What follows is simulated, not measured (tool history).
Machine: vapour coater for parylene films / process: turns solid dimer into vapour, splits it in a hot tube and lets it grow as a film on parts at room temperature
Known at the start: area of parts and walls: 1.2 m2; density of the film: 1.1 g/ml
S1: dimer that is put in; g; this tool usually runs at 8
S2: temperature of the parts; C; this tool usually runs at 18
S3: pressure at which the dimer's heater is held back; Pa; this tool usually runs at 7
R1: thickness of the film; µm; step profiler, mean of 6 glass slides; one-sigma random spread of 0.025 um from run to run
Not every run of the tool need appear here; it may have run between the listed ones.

| run | hour | S1 | S2 | S3 | R1 |
|---|---|---|---|---|---|
| 1 | 0 | 8 | 18 | 7 | 3.32 |
| 2 | 44.6 | 8 | 18 | 7 | 3.31 |
| 3 | 75.3 | 8 | 12 | 7 | 3.73 |
| 4 | 112.4 | 8 | 12 | 7 | 3.75 |
| 5 | 145.7 | 8 | 18 | 7 | 3.27 |
| 6 | 167.5 | 8 | 18 | 7 | 3.27 |
| 7 | 190.4 | 8 | 18 | 7 | 3.24 |
| 8 | 228.4 | 8 | 18 | 7 | 3.24 |
| 9 | 268.8 | 8 | 18 | 7 | 3.2 |
| 10 | 300.6 | 8 | 18 | 7 | 3.23 |
| 11 | 333.8 | 8 | 13 | 7 | 3.6 |
| 12 | 375.8 | 8 | 13 | 7 | 3.51 |
| 13 | 418.7 | 7 | 19 | 7.89 | 2.64 |
| 14 | 443.4 | 8 | 12 | 7 | 3.59 |
| 15 | 467.9 | 5 | 13 | 2.8 | 2.71 |
| 16 | 507.7 | 5 | 13 | 2.8 | 2.68 |
| 17 | 530.1 | 14 | 23 | 7 | 4.93 |
| 18 | 570.1 | 8 | 16 | 6.63 | 3.24 |
| 19 | 610.4 | 8 | 16 | 6.63 | 3.25 |
| 20 | 652.6 | 3 | 13 | 7.82 | 1.24 |
| 21 | 686.3 | 3 | 16 | 4.31 | 1.32 |
| 22 | 711.2 | 11 | 22 | 3.94 | 4.46 |

Consider 4 possible next runs. They are alternatives, not a sequence: every one starts from the tool as it was left by run 22. What does each give?
| A | 740.4 | 4 | 22 | 3.94 | ? |
| B | 740.4 | 5 | 18 | 5.98 | ? |
| C | 740.4 | 11 | 12 | 3.94 | ? |
| D | 740.4 | 11 | 30 | 3.94 | ? |

| run | R1 |
|---|---|
| A | 1.66 |
| B | 1.99 |
| C | 5.39 |
| D | 3.73 |
Without the tool's unlogged condition, the same runs would have read:
| run | R1 |
|---|---|
| A | 1.86 |
| B | 2.23 |
| C | 6.06 |
| D | 4.19 |

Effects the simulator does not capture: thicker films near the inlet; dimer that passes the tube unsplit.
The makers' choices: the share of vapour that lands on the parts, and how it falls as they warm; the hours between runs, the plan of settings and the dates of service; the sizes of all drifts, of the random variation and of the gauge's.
